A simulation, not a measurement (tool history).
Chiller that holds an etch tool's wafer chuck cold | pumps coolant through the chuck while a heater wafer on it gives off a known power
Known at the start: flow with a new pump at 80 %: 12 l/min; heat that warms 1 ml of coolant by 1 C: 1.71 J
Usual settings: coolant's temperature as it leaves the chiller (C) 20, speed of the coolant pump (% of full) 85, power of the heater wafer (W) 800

| run | hour | coolant's temperature as it leaves the chiller (C) | speed of the coolant pump (% of full) | power of the heater wafer (W) | chuck's temperature once it has settled (C) | how much warmer the coolant comes back (C) |
|---|---|---|---|---|---|---|
| 1 | 0 | 20 | 85 | 800 | 25.09 | 2.3 |
| 2 | 117.1 | 20 | 85 | 800 | 25.16 | 2.27 |
| 3 | 203 | 20 | 85 | 800 | 25.07 | 2.27 |
|  | 285.6 | chiller's thermometer calibrated |
| 4 | 300.6 | 20 | 85 | 800 | 25.25 | 2.26 |
|  | 318.5 | coolant pump overhauled |
| 5 | 389.6 | 20 | 85 | 800 | 25.34 | 2.28 |
| 6 | 502.9 | 20 | 85 | 983 | 26.4 | 2.82 |
| 7 | 624.7 | 20 | 85 | 983 | 26.59 | 2.87 |
| 8 | 685.5 | 20 | 85 | 800 | 25.28 | 2.28 |
| 9 | 810.2 | 20 | 85 | 800 | 25.3 | 2.3 |
| 10 | 945 | 20 | 85 | 800 | 25.32 | 2.27 |
| 11 | 1031.7 | 20 | 94 | 800 | 24.87 | 2.11 |
| 12 | 1101.1 | 11 | 65 | 528 | 15.27 | 2.04 |
|  | 1145.6 | coolant pump overhauled, once more |
| 13 | 1233.8 | 14 | 100 | 528 | 17 | 1.2 |
| 14 | 1311.5 | 22 | 65 | 528 | 26.01 | 1.87 |
| 15 | 1415.6 | 15 | 85 | 800 | 20.04 | 2.16 |

Branching from run 15: 4 alternative next runs. What would each branch give?
| A | 1543.7 | 12 | 73 | 800 | ? | ? |
| B | 1543.7 | 20 | 99 | 637 | ? | ? |
| C | 1543.7 | 15 | 85 | 631 | ? | ? |
| D | 1543.7 | 15 | 95 | 800 | ? | ? |

| run | chuck's temperature once it has settled (C) | how much warmer the coolant comes back (C) |
|---|---|---|
| A | 17.77 | 2.55 |
| B | 23.71 | 1.46 |
| C | 19.08 | 1.71 |
| D | 19.9 | 1.96 |
Without the tool's hidden state the same runs would have given:
| run | chuck's temperature once it has settled (C) | how much warmer the coolant comes back (C) |
|---|---|---|
| A | 17.55 | 2.56 |
| B | 23.61 | 1.47 |
| C | 18.96 | 1.73 |
| D | 19.73 | 1.97 |

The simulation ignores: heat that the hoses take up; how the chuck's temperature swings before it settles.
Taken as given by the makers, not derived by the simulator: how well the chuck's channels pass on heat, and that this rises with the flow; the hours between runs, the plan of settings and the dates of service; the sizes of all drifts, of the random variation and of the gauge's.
